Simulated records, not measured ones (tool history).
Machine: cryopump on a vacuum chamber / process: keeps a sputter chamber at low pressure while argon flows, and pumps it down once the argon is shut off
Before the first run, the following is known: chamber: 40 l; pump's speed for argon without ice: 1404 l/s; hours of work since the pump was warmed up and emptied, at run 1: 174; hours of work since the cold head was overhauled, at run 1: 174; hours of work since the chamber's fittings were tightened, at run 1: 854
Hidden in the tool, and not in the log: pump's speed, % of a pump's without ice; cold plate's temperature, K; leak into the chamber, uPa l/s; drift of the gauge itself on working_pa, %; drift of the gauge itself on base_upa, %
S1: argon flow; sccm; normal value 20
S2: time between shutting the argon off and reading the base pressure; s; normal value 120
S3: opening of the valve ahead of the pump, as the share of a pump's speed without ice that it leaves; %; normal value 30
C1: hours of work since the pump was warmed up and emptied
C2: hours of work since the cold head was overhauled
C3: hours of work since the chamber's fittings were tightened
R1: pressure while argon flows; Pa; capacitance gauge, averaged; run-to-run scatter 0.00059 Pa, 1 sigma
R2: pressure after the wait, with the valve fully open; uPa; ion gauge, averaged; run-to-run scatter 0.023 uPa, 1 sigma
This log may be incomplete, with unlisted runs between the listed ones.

Run 1, hour 0.0: usual settings; C1 174; C2 174; C3 854. Result: R1 0.0824 Pa, R2 2.51 uPa.
Run 2, hour 31.4: usual settings; C1 200; C2 200; C3 880. Result: R1 0.0811 Pa, R2 2.64 uPa.
Run 3, hour 47.0: usual settings but S1 34 sccm; C1 213; C2 213; C3 894. Result: R1 0.1410 Pa, R2 2.63 uPa.
Run 4, hour 62.5: usual settings; C1 227; C2 227; C3 907. Result: R1 0.0817 Pa, R2 2.68 uPa.
Run 5, hour 78.3: usual settings; C1 240; C2 240; C3 920. Result: R1 0.0829 Pa, R2 2.72 uPa.
Run 6, hour 99.6: usual settings but S1 10 sccm; C1 258; C2 258; C3 938. Result: R1 0.0419 Pa, R2 2.76 uPa.
Run 7, hour 114.6: usual settings but S1 17 sccm; C1 270; C2 270; C3 951. Result: R1 0.0709 Pa, R2 2.90 uPa.
Run 8, hour 127.7: usual settings but S2 132 s; C1 281; C2 281; C3 962. Result: R1 0.0835 Pa, R2 2.83 uPa.
Run 9, hour 154.7: usual settings but S2 132 s; C1 304; C2 304; C3 984. Result: R1 0.0838 Pa, R2 2.86 uPa.
Run 10, hour 184.8: usual settings but S2 132 s; C1 329; C2 329; C3 1010. Result: R1 0.0841 Pa, R2 3.00 uPa.
Run 11, hour 199.8: usual settings but S2 132 s; C1 342; C2 342; C3 1022. Result: R1 0.0845 Pa, R2 3.08 uPa.
Run 12, hour 214.7: usual settings but S3 54 %; C1 355; C2 355; C3 1035. Result: R1 0.0484 Pa, R2 3.05 uPa.
Run 13, hour 236.1: usual settings but S1 17 sccm, S2 49 s; C1 373; C2 373; C3 1053. Result: R1 0.0718 Pa, R2 3.94 uPa.
Run 14, hour 263.3: usual settings but S1 15 sccm, S2 76 s, S3 26 %; C1 396; C2 396; C3 1076. Result: R1 0.0737 Pa, R2 3.57 uPa.
Run 15, hour 277.6: usual settings but S1 15 sccm, S2 76 s, S3 26 %; C1 408; C2 408; C3 1088. Result: R1 0.0729 Pa, R2 3.54 uPa.
Run 16, hour 306.4: usual settings but S2 258 s; C1 432; C2 432; C3 1112. Result: R1 0.0854 Pa, R2 3.18 uPa.
Run 17, hour 322.1: usual settings but S1 26 sccm, S3 39 %; C1 445; C2 445; C3 1125. Result: R1 0.0878 Pa, R2 3.50 uPa.
Run 18, hour 344.0: usual settings but S1 26 sccm, S3 39 %; C1 464; C2 464; C3 1144. Result: R1 0.0875 Pa, R2 3.52 uPa.
Run 19, hour 364.5: usual settings but S1 26 sccm, S3 39 %; C1 481; C2 481; C3 1161. Result: R1 0.0863 Pa, R2 3.71 uPa.
Run 20, hour 384.0: usual settings but S3 37 %; C1 497; C2 497; C3 1177. Result: R1 0.0713 Pa, R2 3.54 uPa.
Run 21, hour 412.7: usual settings but S3 37 %; C1 521; C2 521; C3 1202. Result: R1 0.0713 Pa, R2 3.70 uPa.
Run 22, hour 435.2: usual settings but S1 29 sccm, S2 117 s, S3 16 %; C1 540; C2 540; C3 1220. Result: R1 0.2261 Pa, R2 3.83 uPa.
Run 23, hour 457.6: usual settings but S1 29 sccm, S2 117 s, S3 16 %; C1 559; C2 559; C3 1239. Result: R1 0.2281 Pa, R2 3.99 uPa.
Run 24, hour 484.7: usual settings but S2 229 s, S3 45 %; C1 582; C2 582; C3 1262. Result: R1 0.0600 Pa, R2 3.80 uPa.

What if the next run were any one of these 5? Each begins from the tool's condition after run 24:
Run A, hour 497.7: usual settings but S1 14 sccm, S2 198 s, S3 42 %; C1 593; C2 593; C3 1273. Result: R1 ?, R2 ?.
Run B, hour 497.7: usual settings but S2 117 s, S3 27 %; C1 593; C2 593; C3 1273. Result: R1 ?, R2 ?.
Run C, hour 497.7: usual settings but S1 13 sccm, S2 124 s, S3 54 %; C1 593; C2 593; C3 1273. Result: R1 ?, R2 ?.
Run D, hour 497.7: usual settings but S2 296 s, S3 45 %; C1 593; C2 593; C3 1273. Result: R1 ?, R2 ?.
Run E, hour 497.7: usual settings but S1 14 sccm; C1 593; C2 593; C3 1273. Result: R1 ?, R2 ?.

run      R1    R2
  A  0.0459  3.83
  B  0.0979  4.10
  C  0.0337  4.02
  D  0.0599  3.71
  E  0.0608  3.95
Stripped of hidden state, with their random variation kept, the same runs would have yielded:
run      R1    R2
  A  0.0407  0.49
  B  0.0904  0.72
  C  0.0289  0.68
  D  0.0525  0.40
  E  0.0556  0.70

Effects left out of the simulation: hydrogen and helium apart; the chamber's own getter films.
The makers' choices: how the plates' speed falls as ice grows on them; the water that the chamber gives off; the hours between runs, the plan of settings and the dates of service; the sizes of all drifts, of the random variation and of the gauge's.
